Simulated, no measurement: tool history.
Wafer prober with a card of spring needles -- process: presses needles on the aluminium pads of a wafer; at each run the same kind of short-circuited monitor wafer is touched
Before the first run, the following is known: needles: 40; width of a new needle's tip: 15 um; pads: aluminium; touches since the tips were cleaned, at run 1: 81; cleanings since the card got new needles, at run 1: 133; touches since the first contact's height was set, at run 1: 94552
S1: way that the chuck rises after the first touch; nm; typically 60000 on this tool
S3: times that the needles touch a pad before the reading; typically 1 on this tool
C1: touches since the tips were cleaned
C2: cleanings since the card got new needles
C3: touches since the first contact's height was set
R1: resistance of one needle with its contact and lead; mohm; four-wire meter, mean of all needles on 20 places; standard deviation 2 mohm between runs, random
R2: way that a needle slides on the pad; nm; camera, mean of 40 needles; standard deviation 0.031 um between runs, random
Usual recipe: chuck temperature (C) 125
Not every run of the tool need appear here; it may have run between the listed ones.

run 1 hour=0 | S1=60000 chuck_temperature_(C)=125 S3=1 | C1=81 C2=133 C3=94552 | R1=227 R2=13330
-- hour=3.8 tips cleaned on abrasive film
-- hour=7.5 tips cleaned on abrasive film
-- hour=12.2 tips cleaned on abrasive film
-- hour=16 tips cleaned on abrasive film
-- hour=20.7 tips cleaned on abrasive film
-- hour=25.4 tips cleaned on abrasive film
-- hour=30.1 tips cleaned on abrasive film
run 2 hour=30.6 | S1=60000 chuck_temperature_(C)=125 S3=1 | C1=330 C2=140 C3=112357 | R1=230 R2=13260
-- hour=34.4 tips cleaned on abrasive film
-- hour=39.1 tips cleaned on abrasive film
-- hour=43.8 tips cleaned on abrasive film
-- hour=47.6 tips cleaned on abrasive film
-- hour=52 tips cleaned on abrasive film
run 3 hour=52 | S1=60000 chuck_temperature_(C)=125 S3=1 | C1=0 C2=145 C3=124748 | R1=227 R2=13090
-- hour=54.1 height of the first contact set anew
-- hour=57 tips cleaned on abrasive film
-- hour=61.6 tips cleaned on abrasive film
-- hour=66.3 tips cleaned on abrasive film
-- hour=71 tips cleaned on abrasive film
-- hour=74.8 tips cleaned on abrasive film
-- hour=79.5 tips cleaned on abrasive film
-- hour=83.3 tips cleaned on abrasive film
run 4 hour=85.3 | S1=60000 chuck_temperature_(C)=125 S3=1 | C1=1219 C2=152 C3=18148 | R1=251 R2=12850
-- hour=87.3 tips cleaned on abrasive film
-- hour=91.9 tips cleaned on abrasive film
-- hour=96.6 tips cleaned on abrasive film
-- hour=101.3 tips cleaned on abrasive film
-- hour=105.1 tips cleaned on abrasive film
run 5 hour=107.5 | S1=60000 chuck_temperature_(C)=125 S3=1 | C1=1434 C2=157 C3=31051 | R1=252 R2=12780
-- hour=109.4 tips cleaned on abrasive film
-- hour=113.2 tips cleaned on abrasive film
-- hour=117 tips cleaned on abrasive film
-- hour=121.7 tips cleaned on abrasive film
-- hour=126.4 tips cleaned on abrasive film
run 6 hour=127.6 | S1=60000 chuck_temperature_(C)=125 S3=1 | C1=764 C2=162 C3=42736 | R1=241 R2=12700
-- hour=130.5 tips cleaned on abrasive film
-- hour=135.2 tips cleaned on abrasive film
-- hour=139 tips cleaned on abrasive film
-- hour=143.7 tips cleaned on abrasive film
-- hour=148.3 tips cleaned on abrasive film
-- hour=153 tips cleaned on abrasive film
-- hour=156.8 tips cleaned on abrasive film
-- hour=161.5 tips cleaned on abrasive film
-- hour=165.3 tips cleaned on abrasive film
run 7 hour=168.1 | S1=60000 chuck_temperature_(C)=125 S3=1 | C1=1658 C2=171 C3=66235 | R1=253 R2=12510
-- hour=169.1 tips cleaned on abrasive film
-- hour=173.8 tips cleaned on abrasive film
-- hour=178.7 height of the first contact set anew, once more
-- hour=178.8 tips cleaned on abrasive film
-- hour=183.5 tips cleaned on abrasive film
-- hour=188.1 tips cleaned on abrasive film
-- hour=192.8 tips cleaned on abrasive film
-- hour=204.8 card fitted with new needles
-- hour=209.5 tips cleaned on abrasive film
run 8 hour=210.7 | S1=60000 chuck_temperature_(C)=125 S3=1 | C1=702 C2=1 C3=3432 | R1=233 R2=13870
-- hour=213.6 tips cleaned on abrasive film
-- hour=217.3 tips cleaned on abrasive film
-- hour=222 tips cleaned on abrasive film
-- hour=226.7 tips cleaned on abrasive film
-- hour=231.4 tips cleaned on abrasive film
-- hour=236.1 tips cleaned on abrasive film
-- hour=240.8 tips cleaned on abrasive film
-- hour=244.7 tips cleaned on abrasive film
run 9 hour=244.7 | S1=60000 chuck_temperature_(C)=125 S3=3 | C1=0 C2=9 C3=23185 | R1=221 R2=13760
-- hour=249.4 tips cleaned on abrasive film
-- hour=254.1 tips cleaned on abrasive film
-- hour=258.8 tips cleaned on abrasive film
-- hour=263.5 tips cleaned on abrasive film
-- hour=268.2 tips cleaned on abrasive film
-- hour=272.9 tips cleaned on abrasive film
-- hour=277.5 tips cleaned on abrasive film
-- hour=282.2 tips cleaned on abrasive film
run 10 hour=284.5 | S1=74000 chuck_temperature_(C)=125 S3=3 | C1=1331 C2=17 C3=46358 | R1=226 R2=16890
-- hour=286.4 tips cleaned on abrasive film
-- hour=291.1 tips cleaned on abrasive film
-- hour=295.8 tips cleaned on abrasive film
-- hour=300.5 tips cleaned on abrasive film
-- hour=305.2 tips cleaned on abrasive film
-- hour=309.9 tips cleaned on abrasive film
-- hour=313.6 tips cleaned on abrasive film
-- hour=317.4 tips cleaned on abrasive film
run 11 hour=318.1 | S1=54000 chuck_temperature_(C)=125 S3=3 | C1=392 C2=25 C3=65862 | R1=228 R2=12150
-- hour=321.8 tips cleaned on abrasive film
-- hour=326.5 tips cleaned on abrasive film
-- hour=330.3 tips cleaned on abrasive film
-- hour=335 tips cleaned on abrasive film
run 12 hour=338.6 | S1=54000 chuck_temperature_(C)=125 S3=3 | C1=2164 C2=29 C3=77857 | R1=237 R2=12050
-- hour=339.6 tips cleaned on abrasive film
-- hour=344.3 tips cleaned on abrasive film
-- hour=349 tips cleaned on abrasive film
-- hour=353.7 tips cleaned on abrasive film
run 13 hour=357 | S1=54000 chuck_temperature_(C)=125 S3=3 | C1=1935 C2=33 C3=88529 | R1=231 R2=12030
-- hour=358 tips cleaned on abrasive film
-- hour=361.8 tips cleaned on abrasive film
-- hour=366.5 tips cleaned on abrasive film
-- hour=370.2 tips cleaned on abrasive film
-- hour=374.9 tips cleaned on abrasive film
-- hour=379.6 tips cleaned on abrasive film
-- hour=384.3 tips cleaned on abrasive film
-- hour=388.8 tips cleaned on abrasive film
run 14 hour=388.8 | S1=63000 chuck_temperature_(C)=102 S3=1 | C1=0 C2=41 C3=106996 | R1=220 R2=13950
-- hour=393.5 tips cleaned on abrasive film
-- hour=398.2 tips cleaned on abrasive film
-- hour=402.9 tips cleaned on abrasive film
run 15 hour=405.7 | S1=52000 chuck_temperature_(C)=102 S3=1 | C1=1694 C2=44 C3=116881 | R1=249 R2=11400
-- hour=406.8 tips cleaned on abrasive film
-- hour=411.4 tips cleaned on abrasive film
-- hour=416.1 tips cleaned on abrasive film
-- hour=420.8 tips cleaned on abrasive film
-- hour=421.1 height of the first contact set anew
run 16 hour=424.4 | S1=45000 chuck_temperature_(C)=27 S3=1 | C1=1927 C2=48 C3=1927 | R1=247 R2=10370
-- hour=425.4 tips cleaned on abrasive film
-- hour=430.1 tips cleaned on abrasive film
-- hour=434.8 tips cleaned on abrasive film
-- hour=439.5 tips cleaned on abrasive film
-- hour=444.1 tips cleaned on abrasive film
-- hour=448.8 tips cleaned on abrasive film
-- hour=452.6 tips cleaned on abrasive film
run 17 hour=453.5 | S1=67000 chuck_temperature_(C)=27 S3=2 | C1=543 C2=55 C3=18854 | R1=206 R2=15410
-- hour=457.3 tips cleaned on abrasive film
-- hour=461.1 tips cleaned on abrasive film
-- hour=465.8 tips cleaned on abrasive film
-- hour=470.5 tips cleaned on abrasive film
-- hour=474.2 tips cleaned on abrasive film
-- hour=478.9 tips cleaned on abrasive film
-- hour=483.6 tips cleaned on abrasive film
run 18 hour=484.3 | S1=53000 chuck_temperature_(C)=38 S3=2 | C1=388 C2=62 C3=36717 | R1=212 R2=12010
-- hour=488 tips cleaned on abrasive film
-- hour=492.7 tips cleaned on abrasive film
-- hour=497.4 tips cleaned on abrasive film
-- hour=501.2 tips cleaned on abrasive film
run 19 hour=501.7 | S1=53000 chuck_temperature_(C)=38 S3=2 | C1=303 C2=66 C3=46850 | R1=209 R2=12010
-- hour=505.5 tips cleaned on abrasive film
-- hour=510.2 tips cleaned on abrasive film
-- hour=513.9 tips cleaned on abrasive film
-- hour=518.6 tips cleaned on abrasive film
run 20 hour=519.1 | S1=45000 chuck_temperature_(C)=116 S3=1 | C1=258 C2=70 C3=56937 | R1=239 R2=10120

Branching from run 20: 3 alternative next runs. What would each branch give?
-- hour=522.8 tips cleaned on abrasive film
-- hour=527.5 tips cleaned on abrasive film
-- hour=532.2 tips cleaned on abrasive film
-- hour=536.9 tips cleaned on abrasive film
-- hour=540.7 tips cleaned on abrasive film
run A hour=540.8 | S1=49000 chuck_temperature_(C)=118 S3=2 | C1=75 C2=75 C3=69571 | R1=? R2=?
-- hour=522.8 tips cleaned on abrasive film
-- hour=527.5 tips cleaned on abrasive film
-- hour=532.2 tips cleaned on abrasive film
-- hour=536.9 tips cleaned on abrasive film
-- hour=540.7 tips cleaned on abrasive film
run B hour=540.8 | S1=46000 chuck_temperature_(C)=125 S3=1 | C1=75 C2=75 C3=69571 | R1=? R2=?
-- hour=522.8 tips cleaned on abrasive film
-- hour=527.5 tips cleaned on abrasive film
-- hour=532.2 tips cleaned on abrasive film
-- hour=536.9 tips cleaned on abrasive film
-- hour=540.7 tips cleaned on abrasive film
run C hour=540.8 | S1=64000 chuck_temperature_(C)=36 S3=2 | C1=75 C2=75 C3=69571 | R1=? R2=?

run=A R1=228 R2=10990
run=B R1=232 R2=10310
run=C R1=205 R2=14420
With the hidden condition removed and each run's random variation left untouched, the same runs would have given:
run=A R1=222 R2=11370
run=B R1=222 R2=10690
run=C R1=201 R2=14800
